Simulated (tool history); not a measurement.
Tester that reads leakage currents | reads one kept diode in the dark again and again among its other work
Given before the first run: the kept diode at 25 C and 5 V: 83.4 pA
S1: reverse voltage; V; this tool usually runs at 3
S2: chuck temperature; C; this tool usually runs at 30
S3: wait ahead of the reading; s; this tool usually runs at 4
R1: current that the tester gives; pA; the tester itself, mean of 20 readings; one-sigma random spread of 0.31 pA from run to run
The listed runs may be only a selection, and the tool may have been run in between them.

run    hour    S1  S2    S3      R1
  1       0     3  30     4   93.72
  2    87.8     3  30     4   93.09
  3     165     3  23     4   48.44
  4     263     3  23     4   49.05
  5   353.9     3  23     4   48.63
  6   435.1     3  23     4   48.63
  7   529.9     3  23     4   48.54
  8   579.8     3  30     4   92.79
      624.2  -- chuck's temperature calibrated
  9   679.3     3  30     4  106.29
 10   747.4     3  30     4   106.3
 11   823.8     3  30  2.28  106.36
 12   907.1  4.41  39  5.13  292.21
 13  1023.5  4.41  39  5.13  291.13
 14  1074.3  5.34  29  2.98  134.14
 15  1156.7  4.32  23  2.52   69.17

Estimate the outcome of run 16 from the log above:
 16  1221.8  2.92  21  2.52   ?

{"run 16": {"R1": 46.18}}
If the tool had no hidden condition, the same run with the same run-to-run variation would have returned R1 42.63 pA.
